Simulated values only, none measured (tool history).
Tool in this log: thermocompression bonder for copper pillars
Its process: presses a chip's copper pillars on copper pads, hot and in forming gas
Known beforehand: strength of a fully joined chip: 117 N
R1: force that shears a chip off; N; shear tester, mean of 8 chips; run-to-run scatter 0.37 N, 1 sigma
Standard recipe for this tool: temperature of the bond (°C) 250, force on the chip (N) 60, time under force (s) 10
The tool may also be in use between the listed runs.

Run 1, hour 0: usual settings. Result: R1 52.2 N.
Run 2, hour 33.8: usual settings. Result: R1 52.4 N.
Run 3, hour 74.8: usual settings. Result: R1 52.6 N.
Run 4, hour 109: usual settings. Result: R1 52.4 N.
Run 5, hour 147.5: usual settings. Result: R1 52.2 N.
Run 6, hour 169.6: usual settings. Result: R1 52 N.
Run 7, hour 194.7: usual settings. Result: R1 51.8 N.
Run 8, hour 224: usual settings but force on the chip (N) 48. Result: R1 44.2 N.
Run 9, hour 263.2: usual settings but force on the chip (N) 55. Result: R1 50 N.
Run 10, hour 303.6: usual settings. Result: R1 54.5 N.
Run 11, hour 337.3: usual settings. Result: R1 54.5 N.
Run 12, hour 364: usual settings. Result: R1 54.1 N.
Run 13, hour 406.6: usual settings. Result: R1 50.7 N.
Run 14, hour 434.1: usual settings. Result: R1 50.1 N.
Run 15, hour 475.6: usual settings but time under force (s) 8. Result: R1 47.5 N.
Run 16, hour 522.8: usual settings. Result: R1 52 N.
Run 17, hour 556.5: usual settings. Result: R1 50.6 N.
Run 18, hour 579.9: usual settings. Result: R1 51.5 N.
Run 19, hour 619.5: usual settings. Result: R1 51.5 N.
Run 20, hour 665.9: usual settings. Result: R1 51.1 N.
Run 21, hour 710.1: usual settings but temperature of the bond (°C) 242. Result: R1 45.8 N.
Run 22, hour 748.5: usual settings but temperature of the bond (°C) 242. Result: R1 45.2 N.
Run 23, hour 791.9: usual settings but temperature of the bond (°C) 242. Result: R1 45.9 N.
Run 24, hour 835.1: usual settings but force on the chip (N) 64, time under force (s) 23. Result: R1 70.6 N.
Run 25, hour 872.7: usual settings but temperature of the bond (°C) 254, time under force (s) 23. Result: R1 71.2 N.
Run 26, hour 905.1: usual settings but temperature of the bond (°C) 254, time under force (s) 23. Result: R1 70.1 N.
Run 27, hour 935.9: usual settings but temperature of the bond (°C) 222, force on the chip (N) 77, time under force (s) 25. Result: R1 58.8 N.
Run 28, hour 977.2: usual settings but temperature of the bond (°C) 222, force on the chip (N) 77, time under force (s) 25. Result: R1 58.3 N.
Run 29, hour 1013.6: usual settings but force on the chip (N) 82, time under force (s) 5. Result: R1 52.2 N.
Run 30, hour 1040.1: usual settings but temperature of the bond (°C) 272. Result: R1 66.2 N.
Run 31, hour 1072.5: usual settings but temperature of the bond (°C) 224, force on the chip (N) 73, time under force (s) 5. Result: R1 30.1 N.
Run 32, hour 1107.6: usual settings but temperature of the bond (°C) 224, force on the chip (N) 73, time under force (s) 5. Result: R1 30.7 N.
Run 33, hour 1141.6: usual settings but force on the chip (N) 72, time under force (s) 13. Result: R1 63.7 N.
Run 34, hour 1174.9: usual settings but temperature of the bond (°C) 244, force on the chip (N) 40, time under force (s) 18. Result: R1 40.7 N.
Run 35, hour 1196.2: usual settings but temperature of the bond (°C) 226, force on the chip (N) 44, time under force (s) 9. Result: R1 24.3 N.
Run 36, hour 1241.7: usual settings but temperature of the bond (°C) 240, force on the chip (N) 78, time under force (s) 30. Result: R1 80.6 N.
Run 37, hour 1289: usual settings but temperature of the bond (°C) 240, force on the chip (N) 78, time under force (s) 30. Result: R1 80.1 N.
Run 38, hour 1309.8: usual settings but temperature of the bond (°C) 240, force on the chip (N) 78, time under force (s) 30. Result: R1 79.7 N.
Run 39, hour 1340.8: usual settings but temperature of the bond (°C) 240, force on the chip (N) 78, time under force (s) 30. Result: R1 80.1 N.

Taken out of this log: 5 entries between the listed runs. Where each belongs, and how the hidden state differs across it:
Run 7 -> run 8: forming gas filter changed (hour 215.6)
  true temperature of the bond over the reading, C: 4.1 -> 4.2; oxide that the forming gas leaves, % of the face: 4.32 -> 0.68
  measured value less the no-hidden-state value, R1: -0.4 -> +1.4 N
Run 11 -> run 12: force cell calibrated (hour 341.8)
  true temperature of the bond over the reading, C: 4.3 -> 4.4; force that reaches the chip, % of what is set: 97.1 -> 96.3; oxide that the forming gas leaves, % of the face: 1.1 -> 1.19
  measured value less the no-hidden-state value, R1: +1.4 -> +1 N
Run 12 -> run 13: heater calibrated with a thermocouple chip (hour 400.9)
  true temperature of the bond over the reading, C: 4.4 -> -0.2; force that reaches the chip, % of what is set: 96.3 -> 96.2; oxide that the forming gas leaves, % of the face: 1.19 -> 1.33
  measured value less the no-hidden-state value, R1: +1 -> -2.3 N
Run 14 -> run 15: force cell calibrated, once more (hour 440.1)
  force that reaches the chip, % of what is set: 96.2 -> 99.5; oxide that the forming gas leaves, % of the face: 1.43 -> 1.58
  measured value less the no-hidden-state value, R1: -2.3 -> -0.8 N
Run 35 -> run 36: forming gas filter changed (hour 1241.7)
  true temperature of the bond over the reading, C: 1 -> 1.1; force that reaches the chip, % of what is set: 98.4 -> 98.3; oxide that the forming gas leaves, % of the face: 4.24 -> 0.51
  measured value less the no-hidden-state value, R1: -1 -> +0 N
